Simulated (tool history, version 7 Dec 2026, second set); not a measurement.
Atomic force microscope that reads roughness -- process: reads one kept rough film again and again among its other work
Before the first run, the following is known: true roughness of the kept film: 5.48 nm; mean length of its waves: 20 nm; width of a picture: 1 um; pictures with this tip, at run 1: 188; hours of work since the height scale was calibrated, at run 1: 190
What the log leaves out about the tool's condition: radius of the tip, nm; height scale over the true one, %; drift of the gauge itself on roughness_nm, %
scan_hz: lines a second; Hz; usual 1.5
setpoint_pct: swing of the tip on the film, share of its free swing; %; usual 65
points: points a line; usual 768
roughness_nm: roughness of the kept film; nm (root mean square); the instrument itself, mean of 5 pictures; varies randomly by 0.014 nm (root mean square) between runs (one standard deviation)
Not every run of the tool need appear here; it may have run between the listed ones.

run	hour	scan_hz	setpoint_pct	points	pictures with this tip	hours of work since the height scale was calibrated	roughness_nm
1	0	1.5	65	768	188	190	2.475
2	16.3	1.5	65	768	204	199	2.424
3	26.2	0.9	65	768	214	204	2.426
4	43	1.83	65	768	231	213	2.335
5	60.5	2.84	65	768	248	222	2.219
6	68.2	2	65	768	256	226	2.241
7	85.9	1.5	65	768	273	236	2.2
8	95.1	1.5	75	768	282	241	2.122
9	105	1.5	75	768	292	246	2.121
10	120.2	0.85	65	574	307	254	2.156
11	136.7	0.9	60	631	323	263	2.12
12	150.6	0.9	60	631	337	270	2.083
13	159.4	0.99	65	297	346	275	1.995
# hour 166.7: new tip fitted
14	170.9	1.37	87	755	4	281	3.114
15	184.1	1.07	69	595	17	288	3.24

For run 16, what comes out?
16	200.2	1.07	69	595	33	297	?

Run 16 produced roughness_nm 3.18 nm (root mean square).
Had the tool carried no hidden state, the very same run would have given roughness_nm 3.443 nm (root mean square).
